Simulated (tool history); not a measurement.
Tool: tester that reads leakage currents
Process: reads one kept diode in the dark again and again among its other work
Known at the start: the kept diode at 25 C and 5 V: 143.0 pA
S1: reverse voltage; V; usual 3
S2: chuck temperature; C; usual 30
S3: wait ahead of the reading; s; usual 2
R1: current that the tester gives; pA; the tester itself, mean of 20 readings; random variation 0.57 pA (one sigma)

run,hour,S1,S2,S3,R1
1,0,3,30,2,189.38
2,49,3,30,2,188.62
3,151.9,3,30,2,187.3
4,239.9,3,52,2,1064.98
5,346.8,3,52,2,1061.07
6,456.4,3,47,2,720.42
# hour 463.8: probe card cleaned and baked
7,524.6,17.96,47,1.48,1304.38
8,607.6,3.22,53,0.7,1148.86
9,652.9,3.22,52,1.4,1070.25
# hour 679.7: probe card cleaned and baked, once more
10,730.3,3,40,2,410.26
11,831.5,2.1,25,7.63,103.04
12,920,3.05,44,2.2,559.07

Some steps in R1 between neighbouring runs. How much of each would the tool show without its hidden state too (settings, what came in, random variation), and how much is left for the hidden state, with any gauge scatter that isn't in both results?
The hidden state here: stray current of the dirty probe card, pA a volt; current scale over the true one, %; true chuck temperature over the reading, C; drift of the gauge itself on leakage_pa, %.
Run 3 -> 4: S2 30 -> 52. R1 +877.68 pA: hidden state -19.28, all else +896.96.
Run 11 -> 12: S1 2.1 -> 3.05, S2 25 -> 44, S3 7.63 -> 2.2. R1 +456.03 pA: hidden state -27.7, all else +483.73.
